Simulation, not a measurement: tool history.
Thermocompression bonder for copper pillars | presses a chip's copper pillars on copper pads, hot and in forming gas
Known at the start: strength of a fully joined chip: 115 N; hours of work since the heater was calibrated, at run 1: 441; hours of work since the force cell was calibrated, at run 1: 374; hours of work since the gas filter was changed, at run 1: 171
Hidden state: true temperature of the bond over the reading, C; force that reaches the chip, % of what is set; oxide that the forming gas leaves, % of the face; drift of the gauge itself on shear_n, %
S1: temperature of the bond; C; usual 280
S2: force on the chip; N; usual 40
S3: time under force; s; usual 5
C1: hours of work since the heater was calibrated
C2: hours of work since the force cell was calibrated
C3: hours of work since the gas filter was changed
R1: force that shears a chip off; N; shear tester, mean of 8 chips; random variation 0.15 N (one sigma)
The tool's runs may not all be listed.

run   hour   S1  S2  S3    C1   C2   C3    R1
  1      0  280  40   5   441  374  171  45.3
  2   27.9  280  40   5   461  394  191  45.4
  3   46.4  280  40   5   474  407  205  45.3
  4   61.1  280  40   5   485  417  215  45.2
  5   83.5  280  40   5   501  433  231  45.1
  6   98.6  280  40   5   511  444  242  45.3
  7  126.2  261  40   5   531  464  262  32.5
  8  141.4  252  40   5   542  475  273  27.5
  9  169.7  252  40   5   562  495  293  27.4
 10  185.4  280  40   5   574  507  304  44.7
 11  210.4  280  40   5   592  525  322  44.7
 12  244.7  280  40   5   616  549  347  44.4
 13    275  280  40   5   638  571  369  44.5
     278.1  -- force cell calibrated
 14  306.2  254  40   5   659   20  390    28
 15  323.6  280  40   5   672   33  402  43.9
 16  337.7  280  40   5   682   43  413  44.1
 17  372.7  280  40   5   707   68  438  43.8
     391.2  -- forming gas filter changed
 18  398.8  280  40   5   725   86    5    47
 19  414.1  280  49   5   736   97   16  53.9
     432.2  -- force cell calibrated, once more
 20  438.6  256  48   3   753    5   33  30.1
 21  468.6  307  27  15   774   26   54  76.8
 22  496.7  299  43   6   795   46   75    69
 23  525.8  299  43   6   815   67   95    69
 24  557.7  299  43   6   838   90  118  69.3
 25  589.2  299  43   6   861  113  141  68.6
 26  603.5  293  43   6   871  123  151  63.6
 27    623  286  43   6   885  137  165  58.5
 28  647.8  295  37   3   903  155  183  46.8
 29  672.6  295  37   3   921  172  201  46.6
 30  699.6  280  29  13   940  192  220  54.1
 31  723.9  280  35  13   958  209  238  60.9
 32  739.5  280  35  13   969  220  249  60.6
 33  761.6  250  40   8   985  236  265  34.6
 34  790.9  250  40   8  1006  257  286  34.3
 35  822.1  279  40   4  1028  280  308  42.7
 36  852.6  267  40   9  1050  302  330  48.1
 37  882.7  267  40   9  1071  323  352  47.9

Forecast each of these 3 alternatives for the next run:
  A  915.4  295  32   6  1095  347  375   ?
  B  915.4  296  45   5  1095  347  375   ?
  C  915.4  267  41   3  1095  347  375   ?

run    R1
  A  53.4
  B    63
  C  31.2
Without the tool's hidden state the same runs would have given:
run    R1
  A  51.9
  B  61.7
  C  29.5
